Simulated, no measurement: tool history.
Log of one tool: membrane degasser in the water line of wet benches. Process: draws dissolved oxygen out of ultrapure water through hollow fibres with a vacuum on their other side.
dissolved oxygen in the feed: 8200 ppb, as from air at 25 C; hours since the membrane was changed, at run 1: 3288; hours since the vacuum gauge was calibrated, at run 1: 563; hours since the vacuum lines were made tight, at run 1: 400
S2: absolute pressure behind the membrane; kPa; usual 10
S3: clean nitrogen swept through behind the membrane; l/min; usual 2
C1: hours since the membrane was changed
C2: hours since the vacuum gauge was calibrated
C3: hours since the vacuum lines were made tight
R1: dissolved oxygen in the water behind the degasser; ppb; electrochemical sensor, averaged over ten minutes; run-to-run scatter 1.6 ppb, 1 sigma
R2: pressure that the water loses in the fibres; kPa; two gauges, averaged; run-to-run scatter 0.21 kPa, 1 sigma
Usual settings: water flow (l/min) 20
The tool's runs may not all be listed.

Run 1, hour 0: usual settings; C1 3288; C2 563; C3 400. Result: R1 162.6 ppb, R2 47.56 kPa.
Run 2, hour 86.8: usual settings but S3 4.32 l/min; C1 3374; C2 650; C3 487. Result: R1 79.6 ppb, R2 48.38 kPa.
Run 3, hour 199.8: usual settings but water flow (l/min) 13; C1 3487; C2 763; C3 600. Result: R1 106.5 ppb, R2 31.27 kPa.
Run 4, hour 318.4: usual settings but water flow (l/min) 13; C1 3606; C2 882; C3 718. Result: R1 106.2 ppb, R2 31.25 kPa.
Run 5, hour 421.9: usual settings but S3 1.1 l/min; C1 3710; C2 985; C3 822. Result: R1 279.7 ppb, R2 47.93 kPa.
Run 6, hour 551.7: usual settings but S3 1.1 l/min; C1 3839; C2 1115; C3 952. Result: R1 274.7 ppb, R2 47.68 kPa.
Run 7, hour 623: usual settings but S2 7.9 kPa; C1 3911; C2 1186; C3 1023. Result: R1 112.8 ppb, R2 47.95 kPa.
Run 8, hour 694.3: usual settings but S2 7.9 kPa; C1 3982; C2 1258; C3 1094. Result: R1 114 ppb, R2 48.21 kPa.
Run 9, hour 785.5: usual settings but S2 7.9 kPa; C1 4073; C2 1349; C3 1185. Result: R1 111.8 ppb, R2 48.04 kPa.
Run 10, hour 895.5: usual settings but S2 7.9 kPa; C1 4183; C2 1459; C3 1295. Result: R1 113.6 ppb, R2 48.16 kPa.
Run 11, hour 1024.2: usual settings but water flow (l/min) 14; C1 4312; C2 1587; C3 1424. Result: R1 113.2 ppb, R2 33.59 kPa.
Run 12, hour 1148.8: usual settings but water flow (l/min) 14; C1 4436; C2 1712; C3 1549. Result: R1 113.1 ppb, R2 33.42 kPa.
Run 13, hour 1286: usual settings but water flow (l/min) 14; C1 4574; C2 1849; C3 1686. Result: R1 117.3 ppb, R2 33.53 kPa.
Run 14, hour 1361.1: usual settings; C1 4649; C2 1924; C3 1761. Result: R1 163.4 ppb, R2 47.82 kPa.
Run 15, hour 1474.9: usual settings; C1 4763; C2 2038; C3 1875. Result: R1 160.2 ppb, R2 48.02 kPa.
Run 16, hour 1544: usual settings but S3 2.19 l/min; C1 4832; C2 2107; C3 1944. Result: R1 147.6 ppb, R2 47.72 kPa.
Run 17, hour 1663.3: usual settings but S3 2.19 l/min; C1 4951; C2 2227; C3 2063. Result: R1 147.3 ppb, R2 48.13 kPa.
Run 18, hour 1731.7: usual settings but S3 2.19 l/min; C1 5019; C2 2295; C3 2131. Result: R1 149.3 ppb, R2 47.92 kPa.
Run 19, hour 1792.7: usual settings but water flow (l/min) 19, S3 1.16 l/min; C1 5080; C2 2356; C3 2192. Result: R1 249.8 ppb, R2 45.13 kPa.
Run 20, hour 1855.8: usual settings but water flow (l/min) 19, S3 1.16 l/min; C1 5143; C2 2419; C3 2256. Result: R1 251 ppb, R2 45.6 kPa.
Run 21, hour 1932.8: usual settings but water flow (l/min) 17, S2 8.5 kPa, S3 4.4 l/min; C1 5220; C2 2496; C3 2333. Result: R1 51.9 ppb, R2 40.91 kPa.
Run 22, hour 2040.1: usual settings but water flow (l/min) 17, S2 8.5 kPa, S3 4.4 l/min; C1 5328; C2 2603; C3 2440. Result: R1 53 ppb, R2 41.26 kPa.
Run 23, hour 2176.2: usual settings but water flow (l/min) 21, S2 8.5 kPa, S3 0.95 l/min; C1 5464; C2 2739; C3 2576. Result: R1 254.4 ppb, R2 50.63 kPa.
Run 24, hour 2295.3: usual settings but S3 3.61 l/min; C1 5583; C2 2858; C3 2695. Result: R1 93.7 ppb, R2 48.05 kPa.
Run 25, hour 2407.8: usual settings but S3 3.61 l/min; C1 5695; C2 2971; C3 2808. Result: R1 93.4 ppb, R2 48.11 kPa.
Run 26, hour 2512.1: usual settings but water flow (l/min) 23, S2 15.7 kPa, S3 3.61 l/min; C1 5800; C2 3075; C3 2912. Result: R1 194.4 ppb, R2 55.32 kPa.
Run 27, hour 2652.8: usual settings but water flow (l/min) 13, S2 13.1 kPa, S3 3.61 l/min; C1 5940; C2 3216; C3 3053. Result: R1 89 ppb, R2 31.3 kPa.
Run 28, hour 2724.2: usual settings but water flow (l/min) 29, S2 17.3 kPa, S3 5.17 l/min; C1 6012; C2 3287; C3 3124. Result: R1 198.3 ppb, R2 69.75 kPa.
Run 29, hour 2803.8: usual settings but water flow (l/min) 29, S2 17.3 kPa, S3 5.17 l/min; C1 6091; C2 3367; C3 3204. Result: R1 195 ppb, R2 70.18 kPa.

What will run 30 give?
Run 30, hour 2867: usual settings but water flow (l/min) 22; C1 6155; C2 3430; C3 3267. Result: R1 ?, R2 ?.

Run 30 gave R1 175.2 ppb, R2 53.13 kPa.
Take away the tool's hidden state, keep the run-to-run variation as it was, and the same run would have given R1 174.7 ppb, R2 53.05 kPa.
